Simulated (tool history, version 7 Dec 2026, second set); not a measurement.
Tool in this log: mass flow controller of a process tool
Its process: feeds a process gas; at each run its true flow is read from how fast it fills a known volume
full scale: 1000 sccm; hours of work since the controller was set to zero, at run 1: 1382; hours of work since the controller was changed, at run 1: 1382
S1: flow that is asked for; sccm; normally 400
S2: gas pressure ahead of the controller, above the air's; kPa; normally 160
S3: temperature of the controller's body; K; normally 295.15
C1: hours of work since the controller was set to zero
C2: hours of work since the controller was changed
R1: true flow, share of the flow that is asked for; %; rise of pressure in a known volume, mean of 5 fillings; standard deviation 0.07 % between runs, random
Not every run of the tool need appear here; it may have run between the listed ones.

run      day   S1   S2      S3    C1    C2     R1
  1    0.000  400  160  295.15  1382  1382  97.47
  2    8.938  318  160  295.15  1522  1522  97.12
  3   21.946  318  160  295.15  1726  1726  96.83
  4   37.371  318  160  295.15  1968  1968  96.73
  5   52.175  318  160  295.15  2200  2200  96.81
  6   65.258  318  160  295.15  2406  2406  96.90
  7   75.429  318  160  303.15  2565  2565  97.56
  8   87.012  318  160  303.15  2747  2747  97.56
  9   97.146  318  166  303.15  2906  2906  97.35
 10  104.954  318  166  303.15  3028  3028  97.34
 11  119.521  400  160  312.15  3257  3257  98.63
 12  133.758  400  160  295.15  3480  3480  96.49
 13  143.354  400  183  295.15  3631  3631  96.59
 14  155.604  400  160  295.15  3823  3823  96.43
 15  170.883  400  160  295.15  4063  4063  96.32
 16  177.312  400  160  295.15  4164  4164  96.42
 17  192.512  400  160  310.15  4402  4402  97.94
 18  199.533  400  160  310.15  4512  4512  97.98
 19  206.867  400  160  310.15  4627  4627  97.75
 20  218.575  400  160  310.15  4811  4811  97.81
 21  228.342  400  160  309.15  4964  4964  97.71
 22  235.400  895  160  295.15  5075  5075  97.89
     241.958  -- controller's zero set anew
 23  241.996  895  160  295.15     1  5178  98.27
 24  252.962  471  160  295.15   173  5350  97.21
 25  263.329  471  160  295.15   335  5513  97.13
 26  276.871  109  257  296.15   548  5725  96.05
 27  287.321  109  257  296.15   712  5889  95.88
 28  297.596  218  167  295.15   873  6050  96.09
 29  304.625  400  184  297.15   983  6160  96.94
 30  314.867  400  184  297.15  1144  6321  96.77
 31  321.871  141  160  301.15  1254  6431  96.06
 32  329.371  400  149  295.15  1371  6549  96.42
 33  338.512  400  149  295.15  1515  6692  96.53
 34  346.438  142  237  303.15  1639  6816  96.18
 35  353.704  142  237  303.15  1753  6930  96.08
 36  364.108  118  265  303.15  1916  7094  95.71
 37  376.771  449  211  300.15  2115  7292  97.00
 38  389.254  449  211  300.15  2311  7488  97.17
 39  398.183  314  169  297.15  2451  7628  95.90
 40  409.838  314  220  297.15  2634  7811  95.91
 41  420.108  400  244  299.15  2795  7972  96.63
 42  432.162  400  244  299.15  2984  8161  96.46
 43  442.771  126  244  303.15  3150  8328  94.73
 44  451.717  130  210  305.15  3291  8468  94.89
 45  460.671  133  176  294.15  3431  8608  93.52
 46  471.438  133  176  294.15  3600  8777  93.35
 47  481.558  341  146  311.15  3759  8936  97.25

Results per run with the tool's hidden condition removed, run-to-run variation unchanged:
Unlogged tool condition in this case: flow at rest that the sensor doesn't see, % of full scale; true flow over the shown one, %; drift of the gauge itself on true_pct, %.
run     R1
  1  98.04
  2  97.84
  3  97.64
  4  97.65
  5  97.84
  6  98.02
  7  98.76
  8  98.84
  9  98.70
 10  98.75
 11  99.96
 12  97.90
 13  98.06
 14  97.97
 15  97.95
 16  98.09
 17  99.71
 18  99.79
 19  99.61
 20  99.74
 21  99.70
 22  99.33
 23  99.25
 24  98.25
 25  98.23
 26  97.56
 27  97.55
 28  97.57
 29  98.31
 30  98.20
 31  98.02
 32  97.94
 33  98.11
 34  98.43
 35  98.41
 36  98.38
 37  98.76
 38  99.00
 39  97.97
 40  98.07
 41  98.71
 42  98.61
 43  98.35
 44  98.57
 45  97.27
 46  97.23
 47  99.84
